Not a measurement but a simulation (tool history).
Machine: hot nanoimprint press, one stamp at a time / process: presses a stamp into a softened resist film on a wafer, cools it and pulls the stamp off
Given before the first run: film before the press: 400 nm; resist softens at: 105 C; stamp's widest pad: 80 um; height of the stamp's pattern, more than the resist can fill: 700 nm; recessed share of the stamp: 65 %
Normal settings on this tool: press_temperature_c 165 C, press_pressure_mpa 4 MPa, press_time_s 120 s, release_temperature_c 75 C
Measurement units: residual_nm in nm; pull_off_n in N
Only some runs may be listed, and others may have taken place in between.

| run | hour | press_temperature_c | press_pressure_mpa | press_time_s | release_temperature_c | residual_nm | pull_off_n |
|---|---|---|---|---|---|---|---|
| 1 | 0 | 165 | 4 | 120 | 75 | 160.1 | 115 |
| 2 | 17.6 | 165 | 4 | 120 | 75 | 161.2 | 115 |
| 3 | 31.4 | 165 | 4 | 120 | 75 | 160 | 116 |
| 4 | 45.6 | 165 | 4 | 120 | 75 | 161.6 | 119 |
| 5 | 62.5 | 165 | 3.58 | 120 | 75 | 171.7 | 118 |
| 6 | 80.7 | 165 | 3.58 | 120 | 75 | 170 | 114 |
| 7 | 98.5 | 165 | 4 | 135 | 75 | 154.3 | 121 |
| 8 | 117.6 | 165 | 4 | 135 | 75 | 155.3 | 119 |
| 9 | 141.8 | 165 | 4 | 109 | 75 | 168.4 | 122 |
|  | 147 | plate thermocouple calibrated |
| 10 | 160 | 165 | 4 | 109 | 75 | 174 | 126 |
| 11 | 179.6 | 165 | 4 | 109 | 75 | 173.3 | 128 |
| 12 | 198.9 | 157 | 4.17 | 81 | 71 | 261.9 | 136 |
| 13 | 223.9 | 166 | 4.35 | 143 | 71 | 143.5 | 137 |
| 14 | 243.8 | 176 | 4 | 86 | 61 | 120.1 | 153 |
|  | 252.7 | plate thermocouple calibrated, once more |
| 15 | 257.4 | 174 | 2.84 | 120 | 67 | 122.4 | 143 |
| 16 | 269.8 | 174 | 2.46 | 151 | 67 | 120.4 | 144 |
| 17 | 282.8 | 165 | 2.78 | 73 | 75 | 218.1 | 127 |
| 18 | 302.4 | 163 | 4.71 | 68 | 80 | 194.1 | 123 |
| 19 | 327.3 | 177 | 3.43 | 68 | 80 | 128.3 | 122 |

Forecast run 20:
| 20 | 339.6 | 160 | 3.43 | 95 | 80 | ? | ? |

residual_nm: 224 nm
pull_off_n: 125 N
Take away the tool's hidden state, keep the run-to-run variation as it was, and the same run would have given residual_nm 220.6 nm, pull_off_n 97 N.

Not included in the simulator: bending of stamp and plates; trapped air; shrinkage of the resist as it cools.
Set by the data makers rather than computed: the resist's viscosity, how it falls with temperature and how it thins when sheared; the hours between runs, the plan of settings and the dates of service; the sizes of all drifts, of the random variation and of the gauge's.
